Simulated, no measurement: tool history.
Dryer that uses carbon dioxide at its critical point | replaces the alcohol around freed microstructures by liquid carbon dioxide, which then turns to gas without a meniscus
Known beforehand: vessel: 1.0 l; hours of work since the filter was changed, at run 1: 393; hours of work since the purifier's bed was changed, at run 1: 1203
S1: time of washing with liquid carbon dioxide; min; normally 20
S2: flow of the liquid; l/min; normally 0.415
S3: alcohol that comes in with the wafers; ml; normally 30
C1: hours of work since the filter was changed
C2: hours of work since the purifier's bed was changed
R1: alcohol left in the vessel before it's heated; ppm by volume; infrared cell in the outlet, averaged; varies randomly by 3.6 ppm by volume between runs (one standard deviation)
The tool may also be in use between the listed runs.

run 1 hour=0.0 | S1=20 S2=0.415 S3=30 | C1=393 C2=1203 | R1=88
run 2 hour=31.0 | S1=20 S2=0.415 S3=30 | C1=418 C2=1227 | R1=91
run 3 hour=52.3 | S1=20 S2=0.415 S3=30 | C1=434 C2=1244 | R1=88
-- hour=68.7 purifier's bed changed
run 4 hour=91.1 | S1=20 S2=0.415 S3=30 | C1=462 C2=18 | R1=34
run 5 hour=128.4 | S1=20 S2=0.415 S3=79 | C1=492 C2=47 | R1=79
-- hour=135.2 inlet filter changed
run 6 hour=153.0 | S1=20 S2=0.415 S3=79 | C1=14 C2=65 | R1=54
run 7 hour=185.7 | S1=20 S2=0.415 S3=79 | C1=40 C2=91 | R1=47
run 8 hour=209.9 | S1=20 S2=0.415 S3=79 | C1=59 C2=110 | R1=49
run 9 hour=252.3 | S1=20 S2=0.415 S3=79 | C1=92 C2=143 | R1=61
run 10 hour=272.9 | S1=20 S2=0.415 S3=79 | C1=108 C2=159 | R1=60
run 11 hour=311.2 | S1=20 S2=0.415 S3=26 | C1=138 C2=189 | R1=30
run 12 hour=340.6 | S1=13 S2=0.673 S3=20 | C1=161 C2=212 | R1=24
run 13 hour=381.2 | S1=13 S2=0.673 S3=20 | C1=193 C2=244 | R1=27
run 14 hour=417.9 | S1=26 S2=0.415 S3=77 | C1=221 C2=273 | R1=26
run 15 hour=439.4 | S1=25 S2=0.426 S3=56 | C1=238 C2=290 | R1=25
run 16 hour=479.0 | S1=14 S2=0.380 S3=35 | C1=269 C2=321 | R1=357
run 17 hour=517.4 | S1=14 S2=0.656 S3=35 | C1=299 C2=351 | R1=38
run 18 hour=544.9 | S1=14 S2=0.656 S3=35 | C1=321 C2=372 | R1=30
run 19 hour=563.0 | S1=30 S2=0.525 S3=35 | C1=335 C2=387 | R1=32
run 20 hour=601.6 | S1=13 S2=0.274 S3=37 | C1=365 C2=417 | R1=1772
run 21 hour=642.5 | S1=15 S2=0.415 S3=30 | C1=397 C2=449 | R1=166

Each row is a separate what-if for the run after 21, all from the same tool condition, not one after another. Results?
run A hour=677.4 | S1=20 S2=0.454 S3=30 | C1=425 C2=476 | R1=?
run B hour=677.4 | S1=32 S2=0.474 S3=75 | C1=425 C2=476 | R1=?
run C hour=677.4 | S1=12 S2=0.389 S3=23 | C1=425 C2=476 | R1=?
run D hour=677.4 | S1=30 S2=0.516 S3=23 | C1=425 C2=476 | R1=?
run E hour=677.4 | S1=16 S2=0.463 S3=33 | C1=425 C2=476 | R1=?

run=A R1=42
run=B R1=23
run=C R1=459
run=D R1=26
run=E R1=90
What these runs would have given with no unlogged condition in the tool:
run=A R1=14
run=B R1=0
run=C R1=336
run=D R1=3
run=E R1=47
